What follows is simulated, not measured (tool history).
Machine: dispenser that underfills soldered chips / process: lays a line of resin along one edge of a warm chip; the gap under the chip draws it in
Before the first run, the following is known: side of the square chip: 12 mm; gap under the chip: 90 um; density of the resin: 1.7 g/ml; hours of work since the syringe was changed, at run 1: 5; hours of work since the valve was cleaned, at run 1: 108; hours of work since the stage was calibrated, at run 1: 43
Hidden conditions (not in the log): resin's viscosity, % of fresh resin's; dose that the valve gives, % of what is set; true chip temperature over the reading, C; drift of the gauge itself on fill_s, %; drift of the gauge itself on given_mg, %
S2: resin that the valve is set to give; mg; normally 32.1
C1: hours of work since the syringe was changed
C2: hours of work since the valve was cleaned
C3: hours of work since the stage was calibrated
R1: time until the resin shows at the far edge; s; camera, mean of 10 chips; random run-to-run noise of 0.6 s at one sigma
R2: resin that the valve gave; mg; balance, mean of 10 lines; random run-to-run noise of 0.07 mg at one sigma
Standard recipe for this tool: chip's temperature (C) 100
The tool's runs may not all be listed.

run 1 day=0 | chip's_temperature_(C)=100 S2=32.1 | C1=5 C2=108 C3=43 | R1=59 R2=30.64
run 2 day=0.121 | chip's_temperature_(C)=100 S2=32.1 | C1=6 C2=110 C3=44 | R1=65.6 R2=30.68
-- day=0.321 dispensing valve cleaned and set on the balance
-- day=0.362 new syringe of resin
run 3 day=0.362 | chip's_temperature_(C)=100 S2=32.1 | C1=0 C2=1 C3=48 | R1=50.6 R2=32.08
run 4 day=0.542 | chip's_temperature_(C)=100 S2=32.1 | C1=3 C2=3 C3=50 | R1=56.3 R2=32.05
run 5 day=0.683 | chip's_temperature_(C)=100 S2=32.1 | C1=5 C2=6 C3=53 | R1=59.6 R2=31.97
run 6 day=0.817 | chip's_temperature_(C)=103 S2=32.1 | C1=7 C2=8 C3=55 | R1=58.9 R2=31.93
-- day=0.971 new syringe of resin
run 7 day=1.033 | chip's_temperature_(C)=100 S2=40 | C1=1 C2=11 C3=58 | R1=53.6 R2=39.74
run 8 day=1.204 | chip's_temperature_(C)=100 S2=40 | C1=4 C2=14 C3=61 | R1=57.5 R2=39.84
run 9 day=1.362 | chip's_temperature_(C)=88 S2=32.1 | C1=6 C2=17 C3=64 | R1=106.4 R2=32.08
-- day=1.579 new syringe of resin
run 10 day=1.596 | chip's_temperature_(C)=88 S2=32.1 | C1=0 C2=20 C3=67 | R1=87.4 R2=31.86
run 11 day=1.721 | chip's_temperature_(C)=88 S2=32.1 | C1=2 C2=22 C3=69 | R1=94 R2=31.94
run 12 day=1.825 | chip's_temperature_(C)=88 S2=32.1 | C1=4 C2=24 C3=71 | R1=98.1 R2=31.71
run 13 day=2.029 | chip's_temperature_(C)=94 S2=32.1 | C1=7 C2=27 C3=74 | R1=84.2 R2=31.68
run 14 day=2.146 | chip's_temperature_(C)=89 S2=30 | C1=9 C2=29 C3=76 | R1=115 R2=29.69
-- day=2.188 new syringe of resin
run 15 day=2.258 | chip's_temperature_(C)=90 S2=31.8 | C1=1 C2=31 C3=78 | R1=80.2 R2=31.38
run 16 day=2.379 | chip's_temperature_(C)=90 S2=31.8 | C1=3 C2=33 C3=80 | R1=86.2 R2=31.33
run 17 day=2.538 | chip's_temperature_(C)=88 S2=31.7 | C1=6 C2=35 C3=82 | R1=102.1 R2=31.27
run 18 day=2.667 | chip's_temperature_(C)=86 S2=34.5 | C1=8 C2=37 C3=84 | R1=118.2 R2=34.03
run 19 day=2.762 | chip's_temperature_(C)=106 S2=33.8 | C1=9 C2=39 C3=86 | R1=52.1 R2=33.19
-- day=2.792 new syringe of resin
run 20 day=2.938 | chip's_temperature_(C)=111 S2=38.2 | C1=2 C2=42 C3=89 | R1=35.9 R2=37.56

What will run 21 give?
run 21 day=3.058 | chip's_temperature_(C)=87 S2=31.8 | C1=4 C2=43 C3=91 | R1=? R2=?

{"run 21": {"R1": 105.5, "R2": 31.3}}
Take away the tool's hidden state, keep the run-to-run variation as it was, and the same run would have given R1 91.4 s, R2 31.85 mg.
